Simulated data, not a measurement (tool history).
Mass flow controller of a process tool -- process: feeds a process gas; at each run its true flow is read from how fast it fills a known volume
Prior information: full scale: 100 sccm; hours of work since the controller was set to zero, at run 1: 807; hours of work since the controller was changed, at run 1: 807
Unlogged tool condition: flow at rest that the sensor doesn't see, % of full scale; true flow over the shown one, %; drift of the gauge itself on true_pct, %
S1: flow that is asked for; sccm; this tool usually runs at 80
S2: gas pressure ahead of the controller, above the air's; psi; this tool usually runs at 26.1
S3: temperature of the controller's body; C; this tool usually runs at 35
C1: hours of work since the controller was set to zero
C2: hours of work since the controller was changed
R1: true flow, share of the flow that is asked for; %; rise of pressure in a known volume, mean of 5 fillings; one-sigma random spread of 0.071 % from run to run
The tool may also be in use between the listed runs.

{"run": 1, "hour": 0.0, "S1": 80, "S2": 26.1, "S3": 35, "C1": 807, "C2": 807, "R1": 99.63}
{"run": 2, "hour": 83.2, "S1": 80, "S2": 26.1, "S3": 32, "C1": 846, "C2": 846, "R1": 99.52}
{"run": 3, "hour": 201.9, "S1": 80, "S2": 26.1, "S3": 23, "C1": 902, "C2": 902, "R1": 99.22}
{"run": 4, "hour": 343.9, "S1": 80, "S2": 26.1, "S3": 35, "C1": 969, "C2": 969, "R1": 99.67}
{"run": 5, "hour": 421.6, "S1": 80, "S2": 26.1, "S3": 35, "C1": 1006, "C2": 1006, "R1": 99.79}
{"run": 6, "hour": 550.0, "S1": 80, "S2": 26.1, "S3": 31, "C1": 1066, "C2": 1066, "R1": 99.54}
{"run": 7, "hour": 700.5, "S1": 80, "S2": 32.2, "S3": 32, "C1": 1137, "C2": 1137, "R1": 99.73}
{"run": 8, "hour": 837.7, "S1": 80, "S2": 32.2, "S3": 32, "C1": 1202, "C2": 1202, "R1": 99.82}
{"hour": 852.8, "done": "controller's zero set anew"}
{"run": 9, "hour": 909.2, "S1": 80, "S2": 32.2, "S3": 33, "C1": 27, "C2": 1236, "R1": 99.67}
{"run": 10, "hour": 1056.0, "S1": 80, "S2": 32.2, "S3": 33, "C1": 96, "C2": 1305, "R1": 99.75}
{"run": 11, "hour": 1209.7, "S1": 80, "S2": 32.2, "S3": 38, "C1": 169, "C2": 1378, "R1": 100.01}
{"run": 12, "hour": 1295.9, "S1": 80, "S2": 32.2, "S3": 38, "C1": 209, "C2": 1418, "R1": 99.79}

Here are 4 independent what-if runs from the current tool condition. What would each one return?
{"run": "A", "hour": 1390.1, "S1": 80, "S2": 24.7, "S3": 38, "C1": 254, "C2": 1463, "R1": "?"}
{"run": "B", "hour": 1390.1, "S1": 61, "S2": 35.1, "S3": 39, "C1": 254, "C2": 1463, "R1": "?"}
{"run": "C", "hour": 1390.1, "S1": 36, "S2": 26.1, "S3": 35, "C1": 254, "C2": 1463, "R1": "?"}
{"run": "D", "hour": 1390.1, "S1": 80, "S2": 35.8, "S3": 38, "C1": 254, "C2": 1463, "R1": "?"}

run=A R1=99.58
run=B R1=99.38
run=C R1=97.69
run=D R1=100.10
Without the tool's unlogged condition, the same runs would have read:
run=A R1=99.78
run=B R1=99.74
run=C R1=98.55
run=D R1=100.30
